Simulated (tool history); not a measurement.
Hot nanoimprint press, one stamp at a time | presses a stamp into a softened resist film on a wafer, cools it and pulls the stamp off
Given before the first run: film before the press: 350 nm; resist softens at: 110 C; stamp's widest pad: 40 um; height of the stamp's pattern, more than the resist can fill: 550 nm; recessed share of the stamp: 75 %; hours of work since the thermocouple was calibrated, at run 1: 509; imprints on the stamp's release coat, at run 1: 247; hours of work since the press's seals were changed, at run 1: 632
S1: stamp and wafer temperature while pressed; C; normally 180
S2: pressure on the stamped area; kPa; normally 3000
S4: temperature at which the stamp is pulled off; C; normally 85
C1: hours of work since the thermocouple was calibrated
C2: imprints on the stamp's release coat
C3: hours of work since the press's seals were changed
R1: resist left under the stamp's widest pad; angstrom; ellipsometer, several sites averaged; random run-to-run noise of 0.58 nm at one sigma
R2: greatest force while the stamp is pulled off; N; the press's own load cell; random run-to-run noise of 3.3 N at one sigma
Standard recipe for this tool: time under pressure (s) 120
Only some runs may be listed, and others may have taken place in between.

run 1 hour=0.0 | S1=180 S2=3000 time_under_pressure_(s)=120 S4=85 | C1=509 C2=247 C3=632 | R1=1644 R2=163
-- hour=57.3 plate thermocouple calibrated
run 2 hour=58.9 | S1=180 S2=3000 time_under_pressure_(s)=120 S4=74 | C1=1 C2=476 C3=668 | R1=1602 R2=211
run 3 hour=104.6 | S1=180 S2=3000 time_under_pressure_(s)=120 S4=74 | C1=30 C2=663 C3=697 | R1=1585 R2=229
run 4 hour=143.8 | S1=178 S2=3000 time_under_pressure_(s)=120 S4=85 | C1=55 C2=824 C3=722 | R1=1688 R2=214
run 5 hour=191.4 | S1=178 S2=3000 time_under_pressure_(s)=120 S4=85 | C1=85 C2=1019 C3=752 | R1=1699 R2=221
run 6 hour=234.5 | S1=180 S2=3000 time_under_pressure_(s)=120 S4=85 | C1=112 C2=1195 C3=779 | R1=1596 R2=238
run 7 hour=265.8 | S1=180 S2=3000 time_under_pressure_(s)=120 S4=85 | C1=132 C2=1324 C3=799 | R1=1586 R2=248
-- hour=302.4 plate thermocouple calibrated, once more
run 8 hour=325.1 | S1=180 S2=3000 time_under_pressure_(s)=120 S4=85 | C1=14 C2=1554 C3=835 | R1=1706 R2=279
run 9 hour=367.9 | S1=180 S2=3000 time_under_pressure_(s)=120 S4=85 | C1=41 C2=1729 C3=862 | R1=1698 R2=285
run 10 hour=398.2 | S1=180 S2=3000 time_under_pressure_(s)=93 S4=93 | C1=61 C2=1853 C3=881 | R1=1863 R2=258

Run 11 has not been measured yet. What should we expect?
run 11 hour=439.4 | S1=180 S2=2250 time_under_pressure_(s)=91 S4=85 | C1=87 C2=2022 C3=907 | R1=? R2=?

{"run 11": {"R1": 2077, "R2": 313}}
With the hidden condition absent and the run-to-run variation left alone, this run would have shown R1 2058 angstrom, R2 156 N.
